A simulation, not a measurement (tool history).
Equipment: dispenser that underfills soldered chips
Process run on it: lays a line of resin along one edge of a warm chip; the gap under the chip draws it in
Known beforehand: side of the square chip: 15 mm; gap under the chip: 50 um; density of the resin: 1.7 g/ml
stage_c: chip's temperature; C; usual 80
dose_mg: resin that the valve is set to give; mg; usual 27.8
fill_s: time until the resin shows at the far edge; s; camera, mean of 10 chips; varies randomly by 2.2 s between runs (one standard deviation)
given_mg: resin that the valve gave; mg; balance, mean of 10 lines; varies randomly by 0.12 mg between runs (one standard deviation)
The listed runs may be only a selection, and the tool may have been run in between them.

run 1 day=0.000 | stage_c=80 dose_mg=27.8 | fill_s=320.7 given_mg=27.17
-- day=0.121 new syringe of resin
run 2 day=0.362 | stage_c=73 dose_mg=27.8 | fill_s=368.5 given_mg=27.20
-- day=0.683 new syringe of resin
run 3 day=0.733 | stage_c=73 dose_mg=27.8 | fill_s=311.8 given_mg=27.13
-- day=1.238 new syringe of resin
run 4 day=1.238 | stage_c=73 dose_mg=27.8 | fill_s=297.3 given_mg=26.91
-- day=1.792 new syringe of resin
run 5 day=1.817 | stage_c=80 dose_mg=31.7 | fill_s=211.8 given_mg=30.35
-- day=2.367 new syringe of resin
run 6 day=2.375 | stage_c=80 dose_mg=31.7 | fill_s=209.0 given_mg=30.58
run 7 day=2.671 | stage_c=80 dose_mg=31.7 | fill_s=270.8 given_mg=30.39
-- day=2.954 new syringe of resin
run 8 day=3.042 | stage_c=80 dose_mg=31.7 | fill_s=220.5 given_mg=30.19
-- day=3.525 new syringe of resin
run 9 day=3.717 | stage_c=80 dose_mg=27.8 | fill_s=254.0 given_mg=26.41
-- day=4.067 new syringe of resin
run 10 day=4.329 | stage_c=80 dose_mg=27.8 | fill_s=276.1 given_mg=26.60
-- day=4.625 new syringe of resin
run 11 day=4.767 | stage_c=80 dose_mg=27.8 | fill_s=243.0 given_mg=26.49
-- day=5.171 new syringe of resin
-- day=5.283 dispensing valve cleaned and set on the balance
run 12 day=5.396 | stage_c=80 dose_mg=27.8 | fill_s=247.5 given_mg=27.73
-- day=5.783 new syringe of resin
run 13 day=5.800 | stage_c=80 dose_mg=27.8 | fill_s=209.8 given_mg=27.59
-- day=6.338 new syringe of resin
run 14 day=6.479 | stage_c=80 dose_mg=27.8 | fill_s=239.4 given_mg=27.53
-- day=6.908 new syringe of resin
run 15 day=7.104 | stage_c=80 dose_mg=27.8 | fill_s=247.9 given_mg=27.46
-- day=7.454 new syringe of resin
run 16 day=7.612 | stage_c=80 dose_mg=27.8 | fill_s=243.9 given_mg=27.64
run 17 day=7.904 | stage_c=80 dose_mg=34.5 | fill_s=308.7 given_mg=33.84
-- day=8.021 new syringe of resin
run 18 day=8.462 | stage_c=90 dose_mg=26.7 | fill_s=202.2 given_mg=26.22
-- day=8.583 new syringe of resin
run 19 day=8.971 | stage_c=75 dose_mg=31.1 | fill_s=363.2 given_mg=30.22
-- day=9.129 new syringe of resin
run 20 day=9.438 | stage_c=72 dose_mg=27.8 | fill_s=393.9 given_mg=27.15
-- day=9.688 new syringe of resin
run 21 day=9.962 | stage_c=72 dose_mg=27.8 | fill_s=376.7 given_mg=26.96
-- day=10.250 new syringe of resin
run 22 day=10.654 | stage_c=79 dose_mg=23.9 | fill_s=325.3 given_mg=23.16
-- day=10.821 new syringe of resin
run 23 day=10.971 | stage_c=79 dose_mg=23.9 | fill_s=254.5 given_mg=23.25
-- day=11.388 new syringe of resin
run 24 day=11.500 | stage_c=79 dose_mg=23.9 | fill_s=244.9 given_mg=23.02
-- day=11.933 new syringe of resin
run 25 day=11.992 | stage_c=78 dose_mg=35.0 | fill_s=230.2 given_mg=33.33
run 26 day=12.450 | stage_c=78 dose_mg=35.0 | fill_s=358.7 given_mg=33.60
-- day=12.508 new syringe of resin
run 27 day=12.867 | stage_c=79 dose_mg=35.8 | fill_s=284.9 given_mg=34.20
-- day=13.050 new syringe of resin
run 28 day=13.283 | stage_c=71 dose_mg=35.9 | fill_s=356.2 given_mg=34.18
-- day=13.621 new syringe of resin
run 29 day=13.688 | stage_c=71 dose_mg=35.9 | fill_s=313.3 given_mg=34.03
-- day=14.208 new syringe of resin
run 30 day=14.229 | stage_c=94 dose_mg=34.6 | fill_s=110.7 given_mg=32.74
-- day=14.350 dispensing valve cleaned and set on the balance
-- day=14.800 new syringe of resin
run 31 day=14.971 | stage_c=94 dose_mg=34.6 | fill_s=125.0 given_mg=34.26
-- day=15.392 new syringe of resin
run 32 day=15.508 | stage_c=66 dose_mg=25.3 | fill_s=413.5 given_mg=24.91
-- day=15.938 new syringe of resin
run 33 day=15.996 | stage_c=81 dose_mg=27.8 | fill_s=192.9 given_mg=27.49

What if the next run were any one of these 5? Each begins from the tool's condition after run 33:
run A day=16.446 | stage_c=94 dose_mg=24.8 | fill_s=? given_mg=?
run B day=16.446 | stage_c=80 dose_mg=25.7 | fill_s=? given_mg=?
run C day=16.446 | stage_c=77 dose_mg=23.9 | fill_s=? given_mg=?
run D day=16.446 | stage_c=81 dose_mg=24.0 | fill_s=? given_mg=?
run E day=16.446 | stage_c=92 dose_mg=24.3 | fill_s=? given_mg=?

run=A fill_s=179.8 given_mg=24.59
run=B fill_s=322.1 given_mg=25.33
run=C fill_s=372.5 given_mg=23.70
run=D fill_s=314.9 given_mg=23.78
run=E fill_s=195.3 given_mg=23.98
Had the tool no hidden state, the same runs would have come out as:
run=A fill_s=126.7 given_mg=24.96
run=B fill_s=229.3 given_mg=25.72
run=C fill_s=265.5 given_mg=24.06
run=D fill_s=223.8 given_mg=24.15
run=E fill_s=137.7 given_mg=24.35

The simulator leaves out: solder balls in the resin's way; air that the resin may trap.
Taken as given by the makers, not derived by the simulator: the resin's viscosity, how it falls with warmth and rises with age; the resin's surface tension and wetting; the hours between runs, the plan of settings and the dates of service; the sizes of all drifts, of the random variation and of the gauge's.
